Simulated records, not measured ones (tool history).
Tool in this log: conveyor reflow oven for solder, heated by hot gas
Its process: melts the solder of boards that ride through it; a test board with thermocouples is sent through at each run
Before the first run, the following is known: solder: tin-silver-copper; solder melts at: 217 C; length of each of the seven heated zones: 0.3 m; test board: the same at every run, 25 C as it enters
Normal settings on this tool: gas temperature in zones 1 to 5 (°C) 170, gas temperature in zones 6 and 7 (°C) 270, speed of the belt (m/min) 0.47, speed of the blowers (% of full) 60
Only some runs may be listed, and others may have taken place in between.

| run | day | gas temperature in zones 1 to 5 (°C) | gas temperature in zones 6 and 7 (°C) | speed of the belt (m/min) | speed of the blowers (% of full) | highest temperature of the board (°C) | time above the solder's melting point (s) |
|---|---|---|---|---|---|---|---|
| 1 | 0.000 | 170 | 270 | 0.47 | 60 | 251.7 | 56.5 |
| 2 | 0.467 | 170 | 270 | 0.47 | 60 | 251.7 | 56.0 |
| 3 | 0.958 | 170 | 270 | 0.42 | 60 | 255.2 | 67.2 |
| 4 | 1.358 | 170 | 270 | 0.42 | 60 | 255.0 | 67.4 |
| 5 | 1.675 | 170 | 270 | 0.42 | 60 | 255.5 | 66.9 |
| 6 | 2.221 | 170 | 270 | 0.42 | 60 | 255.1 | 66.8 |
| 7 | 2.571 | 170 | 278 | 0.47 | 64 | 259.8 | 60.5 |

Run 8 is up next; what results do you expect?
| 8 | 2.925 | 170 | 278 | 0.47 | 64 | ? | ? |

{"run 8": {"highest temperature of the board (°C)": 259.9, "time above the solder's melting point (s)": 62.1}}
If the tool had no hidden condition, the same run with the same run-to-run variation would have returned highest temperature of the board (°C) 261.3, time above the solder's melting point (s) 62.4.
